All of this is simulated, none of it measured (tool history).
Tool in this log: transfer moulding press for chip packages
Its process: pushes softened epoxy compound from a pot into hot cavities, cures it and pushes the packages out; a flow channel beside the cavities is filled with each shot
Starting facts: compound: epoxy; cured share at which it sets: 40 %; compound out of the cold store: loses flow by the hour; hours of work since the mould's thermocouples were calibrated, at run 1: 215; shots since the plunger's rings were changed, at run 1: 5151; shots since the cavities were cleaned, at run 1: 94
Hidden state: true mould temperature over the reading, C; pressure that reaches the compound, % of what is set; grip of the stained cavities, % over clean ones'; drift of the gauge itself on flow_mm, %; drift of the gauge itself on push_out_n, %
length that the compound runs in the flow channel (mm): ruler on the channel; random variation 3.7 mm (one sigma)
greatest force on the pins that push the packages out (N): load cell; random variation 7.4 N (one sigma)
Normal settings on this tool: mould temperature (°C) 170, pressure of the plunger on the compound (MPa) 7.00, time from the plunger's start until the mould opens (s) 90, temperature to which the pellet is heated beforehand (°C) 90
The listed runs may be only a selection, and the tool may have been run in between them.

| run | day | mould temperature (°C) | pressure of the plunger on the compound (MPa) | time from the plunger's start until the mould opens (s) | temperature to which the pellet is heated beforehand (°C) | hours of work since the mould's thermocouples were calibrated | shots since the plunger's rings were changed | shots since the cavities were cleaned | incoming compound's hours out of the cold store | length that the compound runs in the flow channel (mm) | greatest force on the pins that push the packages out (N) |
|---|---|---|---|---|---|---|---|---|---|---|---|
| 1 | 0.000 | 170 | 7.00 | 90 | 90 | 215 | 5151 | 94 | 31.8 | 761 | 367 |
|  | 1.333 | cavities cleaned with cleaning compound and waxed |
|  | 1.667 | plunger's sealing rings changed |
| 2 | 2.746 | 170 | 7.00 | 90 | 90 | 263 | 426 | 515 | 24.7 | 827 | 450 |
|  | 3.021 | cavities cleaned with cleaning compound and waxed |
|  | 4.846 | cavities cleaned with cleaning compound and waxed |
|  | 6.492 | cavities cleaned with cleaning compound and waxed |
| 3 | 6.588 | 170 | 7.00 | 90 | 81 | 330 | 1865 | 38 | 43.7 | 770 | 356 |
|  | 8.300 | cavities cleaned with cleaning compound and waxed |
|  | 9.962 | cavities cleaned with cleaning compound and waxed |
| 4 | 10.096 | 170 | 7.00 | 90 | 81 | 393 | 3198 | 53 | 47.4 | 749 | 359 |
|  | 11.829 | cavities cleaned with cleaning compound and waxed |
|  | 12.879 | mould's thermocouples calibrated |
|  | 13.558 | cavities cleaned with cleaning compound and waxed |
| 5 | 14.029 | 170 | 7.00 | 90 | 90 | 20 | 4666 | 185 | 45.4 | 739 | 383 |
|  | 15.379 | cavities cleaned with cleaning compound and waxed |
|  | 16.908 | plunger's sealing rings changed |
| 6 | 16.908 | 170 | 7.00 | 90 | 90 | 70 | 0 | 561 | 37.1 | 799 | 466 |
|  | 17.142 | cavities cleaned with cleaning compound and waxed |
| 7 | 18.571 | 170 | 7.00 | 90 | 97 | 100 | 630 | 563 | 30.9 | 812 | 453 |
|  | 18.808 | cavities cleaned with cleaning compound and waxed |
|  | 20.433 | cavities cleaned with cleaning compound and waxed |
|  | 20.729 | mould's thermocouples calibrated, once more |
| 8 | 21.367 | 170 | 7.00 | 90 | 97 | 12 | 1650 | 334 | 31.6 | 793 | 401 |
|  | 22.342 | cavities cleaned with cleaning compound and waxed |
| 9 | 23.700 | 170 | 7.00 | 90 | 97 | 54 | 2546 | 537 | 35.0 | 782 | 421 |
|  | 23.958 | cavities cleaned with cleaning compound and waxed |
|  | 25.650 | cavities cleaned with cleaning compound and waxed |
|  | 27.300 | cavities cleaned with cleaning compound and waxed |
| 10 | 27.300 | 170 | 7.00 | 90 | 97 | 117 | 3890 | 0 | 22.4 | 790 | 311 |
|  | 29.029 | cavities cleaned with cleaning compound and waxed |
| 11 | 29.404 | 170 | 7.00 | 90 | 97 | 155 | 4693 | 147 | 48.0 | 730 | 351 |
|  | 30.633 | cavities cleaned with cleaning compound and waxed |
|  | 32.250 | plunger's sealing rings changed |
|  | 32.312 | cavities cleaned with cleaning compound and waxed |
| 12 | 32.871 | 174 | 7.00 | 71 | 87 | 215 | 220 | 220 | 19.9 | 821 | 564 |
|  | 34.162 | cavities cleaned with cleaning compound and waxed |
| 13 | 35.362 | 168 | 7.28 | 112 | 90 | 260 | 1177 | 473 | 36.4 | 807 | 340 |
|  | 35.842 | cavities cleaned with cleaning compound and waxed |
|  | 37.442 | cavities cleaned with cleaning compound and waxed |
| 14 | 37.442 | 170 | 6.13 | 107 | 90 | 297 | 1947 | 0 | 44.6 | 713 | 246 |
|  | 39.058 | cavities cleaned with cleaning compound and waxed |
| 15 | 39.612 | 170 | 6.13 | 107 | 90 | 336 | 2777 | 219 | 42.0 | 714 | 303 |
|  | 40.683 | cavities cleaned with cleaning compound and waxed |
| 16 | 41.300 | 176 | 5.54 | 90 | 95 | 366 | 3417 | 242 | 18.9 | 703 | 305 |
|  | 42.362 | cavities cleaned with cleaning compound and waxed |
| 17 | 42.983 | 170 | 7.00 | 102 | 90 | 396 | 4055 | 244 | 27.8 | 783 | 318 |
|  | 44.108 | cavities cleaned with cleaning compound and waxed |
|  | 45.467 | mould's thermocouples calibrated |
|  | 45.817 | cavities cleaned with cleaning compound and waxed |
| 18 | 46.683 | 170 | 6.87 | 102 | 90 | 21 | 5431 | 341 | 36.3 | 739 | 337 |
|  | 47.604 | plunger's sealing rings changed |
|  | 47.667 | cavities cleaned with cleaning compound and waxed |
|  | 49.246 | cavities cleaned with cleaning compound and waxed |
| 19 | 49.433 | 172 | 6.59 | 91 | 89 | 68 | 672 | 73 | 24.3 | 795 | 321 |

Predict each of these 4 candidate next runs independently; none follows another, all start after run 19:
|  | 51.062 | cavities cleaned with cleaning compound and waxed |
| A | 52.112 | 171 | 6.88 | 90 | 97 | 117 | 1703 | 413 | 8.5 | ? | ? |
|  | 51.062 | cavities cleaned with cleaning compound and waxed |
| B | 52.112 | 170 | 8.58 | 116 | 88 | 117 | 1703 | 413 | 26.3 | ? | ? |
|  | 51.062 | cavities cleaned with cleaning compound and waxed |
| C | 52.112 | 171 | 6.59 | 85 | 86 | 117 | 1703 | 413 | 13.0 | ? | ? |
|  | 51.062 | cavities cleaned with cleaning compound and waxed |
| D | 52.112 | 170 | 6.94 | 90 | 95 | 117 | 1703 | 413 | 29.0 | ? | ? |

| run | length that the compound runs in the flow channel (mm) | greatest force on the pins that push the packages out (N) |
|---|---|---|
| A | 842 | 417 |
| B | 891 | 304 |
| C | 818 | 483 |
| D | 796 | 433 |
Without the tool's hidden state the same runs would have given:
| run | length that the compound runs in the flow channel (mm) | greatest force on the pins that push the packages out (N) |
|---|---|---|
| A | 857 | 305 |
| B | 907 | 225 |
| C | 832 | 353 |
| D | 810 | 318 |

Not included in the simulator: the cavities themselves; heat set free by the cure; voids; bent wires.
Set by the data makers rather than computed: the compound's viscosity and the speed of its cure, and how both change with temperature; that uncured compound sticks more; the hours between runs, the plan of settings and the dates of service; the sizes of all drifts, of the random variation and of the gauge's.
